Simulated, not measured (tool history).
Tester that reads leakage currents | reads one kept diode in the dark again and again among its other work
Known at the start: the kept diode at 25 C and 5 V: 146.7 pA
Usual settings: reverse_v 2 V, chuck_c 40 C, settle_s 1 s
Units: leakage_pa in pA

{"run": 1, "day": 0.0, "reverse_v": 2, "chuck_c": 40, "settle_s": 1, "leakage_pa": 284.81}
{"run": 2, "day": 2.908, "reverse_v": 2, "chuck_c": 22, "settle_s": 1, "leakage_pa": 79.61}
{"run": 3, "day": 6.312, "reverse_v": 2, "chuck_c": 22, "settle_s": 1, "leakage_pa": 79.42}
{"run": 4, "day": 9.292, "reverse_v": 2, "chuck_c": 40, "settle_s": 8.45, "leakage_pa": 281.24}
{"run": 5, "day": 13.308, "reverse_v": 2, "chuck_c": 40, "settle_s": 8.45, "leakage_pa": 280.21}
{"day": 14.017, "done": "chuck's temperature calibrated"}
{"run": 6, "day": 15.15, "reverse_v": 2, "chuck_c": 40, "settle_s": 1, "leakage_pa": 301.81}
{"run": 7, "day": 18.792, "reverse_v": 2, "chuck_c": 40, "settle_s": 1, "leakage_pa": 301.69}
{"run": 8, "day": 22.358, "reverse_v": 2, "chuck_c": 40, "settle_s": 1, "leakage_pa": 300.17}
{"run": 9, "day": 25.358, "reverse_v": 2, "chuck_c": 23, "settle_s": 1, "leakage_pa": 91.77}
{"run": 10, "day": 28.833, "reverse_v": 2, "chuck_c": 23, "settle_s": 1, "leakage_pa": 91.08}
{"run": 11, "day": 30.654, "reverse_v": 2, "chuck_c": 23, "settle_s": 1, "leakage_pa": 91}
{"run": 12, "day": 34.392, "reverse_v": 2, "chuck_c": 22, "settle_s": 1, "leakage_pa": 84.76}
{"run": 13, "day": 36.358, "reverse_v": 2.27, "chuck_c": 22, "settle_s": 1, "leakage_pa": 88.19}
{"run": 14, "day": 38.142, "reverse_v": 1.12, "chuck_c": 40, "settle_s": 1, "leakage_pa": 237.32}
{"run": 15, "day": 41.188, "reverse_v": 2, "chuck_c": 40, "settle_s": 7.08, "leakage_pa": 293.16}
{"run": 16, "day": 43.933, "reverse_v": 2, "chuck_c": 40, "settle_s": 7.08, "leakage_pa": 291.65}
{"run": 17, "day": 47.238, "reverse_v": 2.19, "chuck_c": 40, "settle_s": 1, "leakage_pa": 302.01}
{"run": 18, "day": 49.717, "reverse_v": 2.19, "chuck_c": 40, "settle_s": 1, "leakage_pa": 300.25}
{"run": 19, "day": 51.954, "reverse_v": 2.19, "chuck_c": 40, "settle_s": 1, "leakage_pa": 299.89}
{"run": 20, "day": 55.392, "reverse_v": 2.19, "chuck_c": 40, "settle_s": 1, "leakage_pa": 298.06}
{"day": 55.783, "done": "probe card cleaned and baked"}
{"day": 57.992, "done": "chuck's temperature calibrated"}
{"run": 21, "day": 58.121, "reverse_v": 2.19, "chuck_c": 40, "settle_s": 0.89, "leakage_pa": 320.5}
{"run": 22, "day": 62.058, "reverse_v": 2, "chuck_c": 26, "settle_s": 4.64, "leakage_pa": 117.65}
{"run": 23, "day": 64.238, "reverse_v": 2, "chuck_c": 26, "settle_s": 4.64, "leakage_pa": 117.38}
{"run": 24, "day": 66.375, "reverse_v": 4.67, "chuck_c": 40, "settle_s": 1.35, "leakage_pa": 421}
{"run": 25, "day": 68.512, "reverse_v": 4.67, "chuck_c": 40, "settle_s": 1.35, "leakage_pa": 420.96}
{"day": 69.008, "done": "probe card cleaned and baked, once more"}
{"run": 26, "day": 72.325, "reverse_v": 4.67, "chuck_c": 40, "settle_s": 1.35, "leakage_pa": 413.27}
{"run": 27, "day": 74.858, "reverse_v": 19.78, "chuck_c": 21, "settle_s": 8.95, "leakage_pa": 185.02}
{"run": 28, "day": 78.975, "reverse_v": 19.78, "chuck_c": 21, "settle_s": 8.95, "leakage_pa": 185.01}
{"run": 29, "day": 82.012, "reverse_v": 5.3, "chuck_c": 40, "settle_s": 1, "leakage_pa": 427.81}
{"run": 30, "day": 84.175, "reverse_v": 13.53, "chuck_c": 36, "settle_s": 4.14, "leakage_pa": 462.39}
{"run": 31, "day": 86.112, "reverse_v": 13.53, "chuck_c": 36, "settle_s": 2.63, "leakage_pa": 460.64}
{"run": 32, "day": 89.762, "reverse_v": 1.03, "chuck_c": 21, "settle_s": 1, "leakage_pa": 60.62}
{"run": 33, "day": 91.708, "reverse_v": 9.73, "chuck_c": 32, "settle_s": 1, "leakage_pa": 311.2}
{"run": 34, "day": 94.621, "reverse_v": 1.69, "chuck_c": 40, "settle_s": 1, "leakage_pa": 277.08}
{"run": 35, "day": 96.483, "reverse_v": 1.69, "chuck_c": 40, "settle_s": 1, "leakage_pa": 274.7}
{"run": 36, "day": 98.721, "reverse_v": 2.03, "chuck_c": 39, "settle_s": 1, "leakage_pa": 275.73}
{"day": 102.192, "done": "chuck's temperature calibrated"}
{"run": 37, "day": 102.217, "reverse_v": 12.33, "chuck_c": 45, "settle_s": 6.52, "leakage_pa": 831.88}
{"run": 38, "day": 104.254, "reverse_v": 6.59, "chuck_c": 25, "settle_s": 3.36, "leakage_pa": 166.81}
{"run": 39, "day": 107.792, "reverse_v": 6.59, "chuck_c": 25, "settle_s": 3.36, "leakage_pa": 166.9}
{"run": 40, "day": 109.896, "reverse_v": 6.59, "chuck_c": 25, "settle_s": 3.36, "leakage_pa": 166.85}

Some steps in leakage_pa between neighbouring runs. How much of each would the tool show without its hidden state too (settings, what came in, random variation), and how much is left for the hidden state, with any gauge scatter that isn't in both results?
The hidden state here: stray current of the dirty probe card, pA a volt; current scale over the true one, %; true chuck temperature over the reading, C; drift of the gauge itself on leakage_pa, %.
Run 5 -> 6: settle_s 8.45 -> 1, chuck's temperature calibrated. leakage_pa +21.6 pA: hidden state +23.01, all else -1.41.
Run 20 -> 21: settle_s 1 -> 0.89, probe card cleaned and baked, chuck's temperature calibrated. leakage_pa +22.44 pA: hidden state +22.46, all else -0.02.
Run 31 -> 32: reverse_v 13.53 -> 1.03, chuck_c 36 -> 21, settle_s 2.63 -> 1. leakage_pa -400.02 pA: hidden state +0.25, all else -400.27.
Run 36 -> 37: reverse_v 2.03 -> 12.33, chuck_c 39 -> 45, settle_s 1 -> 6.52, chuck's temperature calibrated. leakage_pa +556.15 pA: hidden state +22.49, all else +533.66.
Run 37 -> 38: reverse_v 12.33 -> 6.59, chuck_c 45 -> 25, settle_s 6.52 -> 3.36. leakage_pa -665.07 pA: hidden state -12.07, all else -653.

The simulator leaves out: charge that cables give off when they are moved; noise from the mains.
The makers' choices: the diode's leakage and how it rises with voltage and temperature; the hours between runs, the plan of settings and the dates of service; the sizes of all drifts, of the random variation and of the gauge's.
